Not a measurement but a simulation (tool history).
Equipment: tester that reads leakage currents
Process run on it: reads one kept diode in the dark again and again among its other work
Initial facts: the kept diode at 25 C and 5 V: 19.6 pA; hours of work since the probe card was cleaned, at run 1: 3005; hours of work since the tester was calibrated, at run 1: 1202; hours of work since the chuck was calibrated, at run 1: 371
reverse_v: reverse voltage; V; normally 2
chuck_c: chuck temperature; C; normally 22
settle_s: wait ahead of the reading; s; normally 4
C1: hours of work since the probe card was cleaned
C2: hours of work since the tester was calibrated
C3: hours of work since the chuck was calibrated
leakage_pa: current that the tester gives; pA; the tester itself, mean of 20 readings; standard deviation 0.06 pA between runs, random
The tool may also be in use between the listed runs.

Run 1, hour 0: usual settings; C1 3005; C2 1202; C3 371. Result: leakage_pa 10.97 pA.
Run 2, hour 174.1: usual settings but settle_s 0.46 s; C1 3114; C2 1311; C3 480. Result: leakage_pa 12.36 pA.
Run 3, hour 352.6: usual settings but settle_s 0.46 s; C1 3226; C2 1423; C3 592. Result: leakage_pa 12.29 pA.
Run 4, hour 519.3: usual settings; C1 3331; C2 1528; C3 697. Result: leakage_pa 10.85 pA.
At hour 666.9: probe card cleaned and baked.
Run 5, hour 684: usual settings; C1 11; C2 1629; C3 798. Result: leakage_pa 10.72 pA.
Run 6, hour 790.3: usual settings; C1 77; C2 1696; C3 865. Result: leakage_pa 10.88 pA.
Run 7, hour 901.9: usual settings; C1 147; C2 1765; C3 935. Result: leakage_pa 10.85 pA.
Run 8, hour 988.4: usual settings but settle_s 3.76 s; C1 201; C2 1820; C3 989. Result: leakage_pa 10.84 pA.
Run 9, hour 1068.2: usual settings but reverse_v 2.29 V; C1 251; C2 1870; C3 1039. Result: leakage_pa 11.58 pA.
Run 10, hour 1165.2: usual settings; C1 312; C2 1930; C3 1100. Result: leakage_pa 10.84 pA.
Run 11, hour 1280.3: usual settings but settle_s 2.47 s; C1 384; C2 2003; C3 1172. Result: leakage_pa 10.98 pA.
Run 12, hour 1385.9: usual settings but settle_s 3.02 s; C1 450; C2 2069; C3 1238. Result: leakage_pa 10.96 pA.
Run 13, hour 1545.4: usual settings; C1 550; C2 2169; C3 1338. Result: leakage_pa 10.79 pA.
Run 14, hour 1629.3: usual settings; C1 603; C2 2221; C3 1390. Result: leakage_pa 10.82 pA.
Run 15, hour 1727.9: usual settings; C1 665; C2 2283; C3 1452. Result: leakage_pa 10.93 pA.
At hour 1778.6: chuck's temperature calibrated.
Run 16, hour 1813.1: usual settings; C1 717; C2 2335; C3 22. Result: leakage_pa 10.93 pA.
Run 17, hour 1969.4: usual settings but chuck_c 51 C; C1 815; C2 2433; C3 120. Result: leakage_pa 106.17 pA.
Run 18, hour 2077.6: usual settings but chuck_c 51 C; C1 883; C2 2501; C3 187. Result: leakage_pa 106.06 pA.
Run 19, hour 2252: usual settings but chuck_c 51 C; C1 992; C2 2610; C3 297. Result: leakage_pa 106.67 pA.
Run 20, hour 2350.8: usual settings but chuck_c 51 C; C1 1054; C2 2672; C3 359. Result: leakage_pa 106.14 pA.
Run 21, hour 2501.3: usual settings; C1 1148; C2 2766; C3 453. Result: leakage_pa 10.92 pA.
Run 22, hour 2656.7: usual settings but reverse_v 7.16 V, chuck_c 53 C; C1 1245; C2 2864; C3 550. Result: leakage_pa 201.45 pA.
Run 23, hour 2774.2: usual settings but reverse_v 1.11 V, chuck_c 49 C, settle_s 6.16 s; C1 1319; C2 2937; C3 624. Result: leakage_pa 73.36 pA.
Run 24, hour 2937.7: usual settings but reverse_v 13.39 V, chuck_c 59 C, settle_s 0.45 s; C1 1421; C2 3040; C3 726. Result: leakage_pa 399.47 pA.
Run 25, hour 3103.8: usual settings but reverse_v 1.43 V, chuck_c 43 C, settle_s 1.72 s; C1 1525; C2 3144; C3 830. Result: leakage_pa 51.96 pA.
Run 26, hour 3245.4: usual settings but reverse_v 1.43 V, chuck_c 43 C, settle_s 1.72 s; C1 1614; C2 3232; C3 919. Result: leakage_pa 51.65 pA.
Run 27, hour 3357.7: usual settings but reverse_v 1.87 V, chuck_c 24 C, settle_s 2.25 s; C1 1685; C2 3303; C3 989. Result: leakage_pa 12.63 pA.
Run 28, hour 3452: usual settings but reverse_v 2.62 V, chuck_c 47 C, settle_s 0.36 s; C1 1744; C2 3362; C3 1048. Result: leakage_pa 90.64 pA.
Run 29, hour 3631: usual settings but reverse_v 2.62 V, chuck_c 47 C, settle_s 0.36 s; C1 1856; C2 3474; C3 1161. Result: leakage_pa 90.56 pA.
Run 30, hour 3781.1: usual settings but reverse_v 3.86 V, chuck_c 26 C; C1 1950; C2 3568; C3 1255. Result: leakage_pa 19.79 pA.
Run 31, hour 3885.3: usual settings but reverse_v 3.86 V, chuck_c 26 C; C1 2015; C2 3633; C3 1320. Result: leakage_pa 19.84 pA.
Run 32, hour 3985.5: usual settings but reverse_v 3.86 V, chuck_c 26 C; C1 2078; C2 3696; C3 1383. Result: leakage_pa 19.89 pA.
Run 33, hour 4133.3: usual settings but reverse_v 3.86 V, chuck_c 26 C; C1 2170; C2 3789; C3 1475. Result: leakage_pa 19.76 pA.
At hour 4147.5: chuck's temperature calibrated.
Run 34, hour 4224: usual settings but reverse_v 3.86 V, chuck_c 26 C; C1 2226; C2 3844; C3 48. Result: leakage_pa 19.9 pA.
Run 35, hour 4348.1: usual settings but reverse_v 2.44 V, chuck_c 45 C, settle_s 4.37 s; C1 2304; C2 3922; C3 126. Result: leakage_pa 74.03 pA.
Run 36, hour 4473.7: usual settings but reverse_v 1.08 V, chuck_c 56 C; C1 2382; C2 4001; C3 204. Result: leakage_pa 119.14 pA.
Run 37, hour 4644.9: usual settings but reverse_v 5.36 V, chuck_c 34 C; C1 2490; C2 4108; C3 312. Result: leakage_pa 42.99 pA.
Run 38, hour 4745.1: usual settings but reverse_v 18.84 V, chuck_c 35 C, settle_s 1.39 s; C1 2553; C2 4171; C3 374. Result: leakage_pa 80.5 pA.
Run 39, hour 4876.8: usual settings but chuck_c 57 C; C1 2635; C2 4253; C3 457. Result: leakage_pa 162.42 pA.
Run 40, hour 5016.2: usual settings but chuck_c 29 C, settle_s 0.36 s; C1 2722; C2 4341; C3 544. Result: leakage_pa 21.64 pA.
Run 41, hour 5153.2: usual settings but chuck_c 29 C, settle_s 0.36 s; C1 2808; C2 4426; C3 630. Result: leakage_pa 21.44 pA.

Alternative continuations, all from the tool just after run 41; predict every row:
Run A, hour 5264: usual settings but reverse_v 13.28 V, chuck_c 42 C, settle_s 0.74 s; C1 2878; C2 4496; C3 699. Result: leakage_pa ?.
Run B, hour 5264: usual settings but reverse_v 1.91 V, chuck_c 35 C, settle_s 4.06 s; C1 2878; C2 4496; C3 699. Result: leakage_pa ?.
Run C, hour 5264: usual settings but chuck_c 46 C, settle_s 2.58 s; C1 2878; C2 4496; C3 699. Result: leakage_pa ?.

run  leakage_pa
  A      119.78
  B       31.11
  C       73.78
With no hidden state in the tool, these same runs would have given:
run  leakage_pa
  A      119.72
  B        31.1
  C       73.76
